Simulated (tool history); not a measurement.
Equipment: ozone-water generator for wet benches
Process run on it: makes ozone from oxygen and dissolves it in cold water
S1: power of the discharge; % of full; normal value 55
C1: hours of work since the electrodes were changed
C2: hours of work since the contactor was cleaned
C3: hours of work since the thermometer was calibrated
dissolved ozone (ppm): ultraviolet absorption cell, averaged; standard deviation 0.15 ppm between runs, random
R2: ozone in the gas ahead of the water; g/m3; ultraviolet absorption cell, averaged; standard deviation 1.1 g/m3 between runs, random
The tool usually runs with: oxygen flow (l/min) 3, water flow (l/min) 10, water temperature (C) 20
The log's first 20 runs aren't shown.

run 21 hour=1301.7 | S1=76 oxygen_flow_(l/min)=3 water_flow_(l/min)=16 water_temperature_(C)=20 | C1=2056 C2=7146 C3=1748 | dissolved_ozone_(ppm)=17.5 R2=237.3
run 22 hour=1378.1 | S1=57 oxygen_flow_(l/min)=4.69 water_flow_(l/min)=9 water_temperature_(C)=20 | C1=2129 C2=7218 C3=1821 | dissolved_ozone_(ppm)=22.2 R2=165.2
run 23 hour=1445.1 | S1=43 oxygen_flow_(l/min)=4.69 water_flow_(l/min)=7 water_temperature_(C)=14 | C1=2192 C2=7282 C3=1884 | dissolved_ozone_(ppm)=23.1 R2=132.8
run 24 hour=1528.1 | S1=84 oxygen_flow_(l/min)=2.38 water_flow_(l/min)=8 water_temperature_(C)=16 | C1=2271 C2=7360 C3=1963 | dissolved_ozone_(ppm)=31.6 R2=272
run 25 hour=1568.4 | S1=61 oxygen_flow_(l/min)=3.22 water_flow_(l/min)=7 water_temperature_(C)=27 | C1=2309 C2=7398 C3=2001 | dissolved_ozone_(ppm)=22.7 R2=195.8
run 26 hour=1626.8 | S1=61 oxygen_flow_(l/min)=3.06 water_flow_(l/min)=7 water_temperature_(C)=15 | C1=2364 C2=7454 C3=2056 | dissolved_ozone_(ppm)=28.7 R2=196.2
run 27 hour=1689.7 | S1=61 oxygen_flow_(l/min)=3.06 water_flow_(l/min)=7 water_temperature_(C)=15 | C1=2424 C2=7513 C3=2116 | dissolved_ozone_(ppm)=28.7 R2=196.7
run 28 hour=1774.9 | S1=61 oxygen_flow_(l/min)=3.06 water_flow_(l/min)=7 water_temperature_(C)=19 | C1=2504 C2=7594 C3=2197 | dissolved_ozone_(ppm)=26.4 R2=195
run 29 hour=1817.5 | S1=62 oxygen_flow_(l/min)=3 water_flow_(l/min)=9 water_temperature_(C)=20 | C1=2545 C2=7634 C3=2237 | dissolved_ozone_(ppm)=23 R2=198.8
run 30 hour=1854.4 | S1=60 oxygen_flow_(l/min)=4.5 water_flow_(l/min)=10 water_temperature_(C)=16 | C1=2580 C2=7669 C3=2272 | dissolved_ozone_(ppm)=23.4 R2=169.7
run 31 hour=1894.9 | S1=60 oxygen_flow_(l/min)=4.5 water_flow_(l/min)=10 water_temperature_(C)=16 | C1=2618 C2=7707 C3=2310 | dissolved_ozone_(ppm)=23.3 R2=170.8
run 32 hour=1975.3 | S1=62 oxygen_flow_(l/min)=4.5 water_flow_(l/min)=8 water_temperature_(C)=19 | C1=2694 C2=7784 C3=2386 | dissolved_ozone_(ppm)=25.6 R2=173.7
run 33 hour=2050.7 | S1=55 oxygen_flow_(l/min)=4.96 water_flow_(l/min)=10 water_temperature_(C)=20 | C1=2766 C2=7855 C3=2458 | dissolved_ozone_(ppm)=20.8 R2=153.8

Here are 4 independent what-if runs from the current tool condition. What would each one return?
run A hour=2139.8 | S1=55 oxygen_flow_(l/min)=4.71 water_flow_(l/min)=10 water_temperature_(C)=16 | C1=2850 C2=7939 C3=2542 | dissolved_ozone_(ppm)=? R2=?
run B hour=2139.8 | S1=58 oxygen_flow_(l/min)=3 water_flow_(l/min)=10 water_temperature_(C)=12 | C1=2850 C2=7939 C3=2542 | dissolved_ozone_(ppm)=? R2=?
run C hour=2139.8 | S1=55 oxygen_flow_(l/min)=1.77 water_flow_(l/min)=10 water_temperature_(C)=20 | C1=2850 C2=7939 C3=2542 | dissolved_ozone_(ppm)=? R2=?
run D hour=2139.8 | S1=55 oxygen_flow_(l/min)=4.96 water_flow_(l/min)=7 water_temperature_(C)=20 | C1=2850 C2=7939 C3=2542 | dissolved_ozone_(ppm)=? R2=?

run=A dissolved_ozone_(ppm)=21.9 R2=153.9
run=B dissolved_ozone_(ppm)=22.7 R2=188.8
run=C dissolved_ozone_(ppm)=16.9 R2=214.1
run=D dissolved_ozone_(ppm)=24.9 R2=150.5
Without the tool's hidden state the same runs would have given:
run=A dissolved_ozone_(ppm)=21.9 R2=160.5
run=B dissolved_ozone_(ppm)=22.7 R2=196.7
run=C dissolved_ozone_(ppm)=16.9 R2=223.2
run=D dissolved_ozone_(ppm)=24.9 R2=156.9

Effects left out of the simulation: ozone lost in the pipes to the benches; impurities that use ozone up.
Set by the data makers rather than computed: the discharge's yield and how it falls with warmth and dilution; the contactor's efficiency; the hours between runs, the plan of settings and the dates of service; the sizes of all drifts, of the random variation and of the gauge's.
